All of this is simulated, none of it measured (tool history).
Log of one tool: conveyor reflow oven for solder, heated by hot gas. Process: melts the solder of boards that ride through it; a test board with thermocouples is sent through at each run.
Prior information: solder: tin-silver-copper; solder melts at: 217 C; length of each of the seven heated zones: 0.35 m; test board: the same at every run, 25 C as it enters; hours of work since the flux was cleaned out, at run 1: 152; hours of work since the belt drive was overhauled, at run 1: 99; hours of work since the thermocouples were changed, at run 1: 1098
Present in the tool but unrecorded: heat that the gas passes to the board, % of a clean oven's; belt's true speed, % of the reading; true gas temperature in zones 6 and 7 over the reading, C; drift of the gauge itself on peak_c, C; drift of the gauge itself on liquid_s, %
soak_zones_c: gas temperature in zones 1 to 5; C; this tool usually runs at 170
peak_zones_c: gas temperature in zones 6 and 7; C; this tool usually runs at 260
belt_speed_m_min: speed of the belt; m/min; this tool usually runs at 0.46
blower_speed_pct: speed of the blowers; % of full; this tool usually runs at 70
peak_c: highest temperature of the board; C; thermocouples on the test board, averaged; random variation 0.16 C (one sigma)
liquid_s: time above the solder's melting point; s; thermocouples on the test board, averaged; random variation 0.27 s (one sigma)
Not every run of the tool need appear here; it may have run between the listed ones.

run	hour	soak_zones_c	peak_zones_c	belt_speed_m_min	blower_speed_pct	hours of work since the flux was cleaned out	hours of work since the belt drive was overhauled	hours of work since the thermocouples were changed	peak_c	liquid_s
1	0	170	260	0.46	70	152	99	1098	242.9	55.9
2	65.7	170	260	0.46	70	180	127	1126	242.8	55.5
3	99.1	170	263	0.46	70	195	141	1141	245.3	58.4
4	136.8	170	260	0.46	70	211	157	1157	242.7	55.4
5	199.3	170	260	0.46	70	237	184	1183	242.8	56
6	250.7	170	260	0.46	50	259	206	1205	233.2	38.3
7	281.3	170	260	0.496	70	272	219	1218	239.8	47.4
8	315.7	180	260	0.499	70	287	233	1233	241.9	53.4
9	352.4	180	260	0.499	70	303	249	1249	242.1	53.7
# hour 362.6: flux residue cleaned out of gas plates and filters
10	405.9	180	266	0.519	59	18	270	1269	239.6	45.9
11	435.8	161	260	0.395	56	31	282	1282	240.2	57
12	497.9	176	266	0.395	76	58	309	1309	255.2	83.9
13	532.5	176	266	0.395	68	72	324	1323	252.7	81.1
14	583.8	165	266	0.536	68	94	345	1345	238.1	38.4

3 ways to go on from here, each from the tool as it stands after run 14. What would each give?
# hour 624.7: flux residue cleaned out of gas plates and filters, once more
A	653.9	175	261	0.446	70	12	373	1373	?	?
# hour 624.7: flux residue cleaned out of gas plates and filters, once more
B	653.9	183	256	0.536	51	12	373	1373	?	?
# hour 624.7: flux residue cleaned out of gas plates and filters, once more
C	653.9	165	266	0.511	68	12	373	1373	?	?

run	peak_c	liquid_s
A	247.6	65.9
B	229.6	30.4
C	243.3	48.1
Take away the tool's hidden state, keep each run's random variation, and the runs would have read:
run	peak_c	liquid_s
A	243.7	61
B	226.2	23.7
C	239.6	43.4
